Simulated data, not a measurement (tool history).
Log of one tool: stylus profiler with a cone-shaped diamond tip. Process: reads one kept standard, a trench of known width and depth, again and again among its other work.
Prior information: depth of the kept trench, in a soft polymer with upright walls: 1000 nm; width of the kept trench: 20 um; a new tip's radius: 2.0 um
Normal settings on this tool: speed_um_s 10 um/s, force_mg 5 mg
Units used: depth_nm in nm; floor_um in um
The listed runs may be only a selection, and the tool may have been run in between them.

| run | hour | speed_um_s | force_mg | depth_nm | floor_um |
|---|---|---|---|---|---|
| 1 | 0 | 10 | 5 | 1013.54 | 14.92 |
| 2 | 37.5 | 10 | 11.03 | 1024.07 | 14.87 |
| 3 | 96.9 | 10 | 11.03 | 1024.38 | 14.8 |
| 4 | 134 | 10 | 11.03 | 1024.36 | 14.71 |
| 5 | 184.2 | 10 | 5 | 1013.51 | 14.66 |
|  | 254.5 | new tip fitted, height scale calibrated |
| 6 | 259.7 | 4 | 5 | 1015.54 | 16.6 |
| 7 | 308.7 | 4 | 5 | 1015.44 | 16.4 |
| 8 | 361 | 4 | 5 | 1015.21 | 16.34 |
| 9 | 395.3 | 4 | 5 | 1014.93 | 16.29 |
| 10 | 454.9 | 10 | 3.22 | 1011.1 | 16.14 |
| 11 | 504 | 4 | 5 | 1015 | 16.07 |
| 12 | 566.1 | 4 | 5 | 1015.28 | 15.95 |
| 13 | 598.9 | 4 | 5 | 1015.07 | 15.87 |
| 14 | 637.7 | 4 | 5 | 1014.67 | 15.8 |
| 15 | 712.9 | 4 | 5 | 1015.16 | 15.68 |
| 16 | 786.2 | 4 | 5 | 1015.11 | 15.58 |
| 17 | 833.9 | 6 | 5 | 1015.07 | 15.48 |
| 18 | 901.3 | 6 | 5 | 1015.21 | 15.42 |
| 19 | 975.4 | 33 | 5 | 1014.81 | 15.15 |
| 20 | 1014.4 | 33 | 12.42 | 1027.3 | 15.16 |
| 21 | 1047.7 | 33 | 12.42 | 1027.65 | 15.07 |
| 22 | 1092.8 | 33 | 12.42 | 1028.1 | 15.02 |
| 23 | 1149.7 | 33 | 12.42 | 1026.9 | 14.89 |
| 24 | 1193.3 | 18 | 2.48 | 1009.01 | 14.89 |
| 25 | 1251.1 | 18 | 2.48 | 1008.62 | 14.72 |
| 26 | 1296.3 | 18 | 2.48 | 1008.59 | 14.71 |
| 27 | 1362.3 | 3 | 2.99 | 1009.7 | 14.71 |
| 28 | 1409.2 | 3 | 2.99 | 1009.75 | 14.57 |
| 29 | 1452.4 | 3 | 2.99 | 1009.7 | 14.58 |
|  | 1515.1 | new tip fitted, height scale calibrated |
| 30 | 1518 | 3 | 2.99 | 1010.8 | 16.57 |
| 31 | 1587.6 | 3 | 2.99 | 1010.6 | 16.46 |
| 32 | 1644.7 | 35 | 3.23 | 1011.1 | 16.21 |
| 33 | 1694.1 | 35 | 3.23 | 1010.66 | 16.01 |
| 34 | 1739.3 | 13 | 2.22 | 1009.13 | 16.03 |
| 35 | 1794.3 | 4 | 3.18 | 1011.1 | 15.96 |
| 36 | 1847.9 | 13 | 14.1 | 1029.75 | 15.88 |
| 37 | 1920.8 | 13 | 14.1 | 1029.8 | 15.69 |
| 38 | 1954.2 | 15 | 2.3 | 1008.34 | 15.6 |
| 39 | 2028 | 2 | 7.84 | 1020.24 | 15.59 |
| 40 | 2073.5 | 2 | 7.84 | 1019.86 | 15.48 |
| 41 | 2133.8 | 2 | 7.84 | 1019.82 | 15.36 |
| 42 | 2174.3 | 2 | 7.84 | 1019.64 | 15.33 |
| 43 | 2217.6 | 5 | 9.86 | 1022.88 | 15.24 |
| 44 | 2276.7 | 5 | 9.86 | 1023.26 | 15.15 |

Measured result minus the same run's result without the hidden state. Both carry the same run-to-run variation, though not necessarily the same gauge scatter:
The tool's hidden condition here consists of: radius of the tip, um; height scale over the true one, %; drift of the gauge itself on depth_nm, %; drift of the gauge itself on floor_um, %.
| run | depth_nm | floor_um |
|---|---|---|
| 1 | -1.44 | -1.57 |
| 2 | -1.49 | -1.63 |
| 3 | -1.54 | -1.72 |
| 4 | -1.57 | -1.78 |
| 5 | -1.6 | -1.85 |
| 6 | +0.11 | +0.04 |
| 7 | +0.06 | -0.07 |
| 8 | +0.02 | -0.18 |
| 9 | -0.02 | -0.26 |
| 10 | -0.07 | -0.38 |
| 11 | -0.11 | -0.46 |
| 12 | -0.17 | -0.57 |
| 13 | -0.2 | -0.64 |
| 14 | -0.23 | -0.7 |
| 15 | -0.3 | -0.84 |
| 16 | -0.36 | -0.97 |
| 17 | -0.4 | -1.05 |
| 18 | -0.47 | -1.15 |
| 19 | -0.53 | -1.28 |
| 20 | -0.57 | -1.34 |
| 21 | -0.6 | -1.4 |
| 22 | -0.64 | -1.48 |
| 23 | -0.69 | -1.57 |
| 24 | -0.72 | -1.63 |
| 25 | -0.77 | -1.72 |
| 26 | -0.82 | -1.78 |
| 27 | -0.88 | -1.88 |
| 28 | -0.91 | -1.95 |
| 29 | -0.96 | -2 |
| 30 | -0.17 | +0.03 |
| 31 | -0.23 | -0.13 |
| 32 | -0.28 | -0.24 |
| 33 | -0.33 | -0.35 |
| 34 | -0.37 | -0.45 |
| 35 | -0.42 | -0.54 |
| 36 | -0.48 | -0.63 |
| 37 | -0.54 | -0.77 |
| 38 | -0.56 | -0.82 |
| 39 | -0.63 | -0.95 |
| 40 | -0.67 | -1.03 |
| 41 | -0.73 | -1.14 |
| 42 | -0.77 | -1.2 |
| 43 | -0.82 | -1.28 |
| 44 | -0.88 | -1.37 |
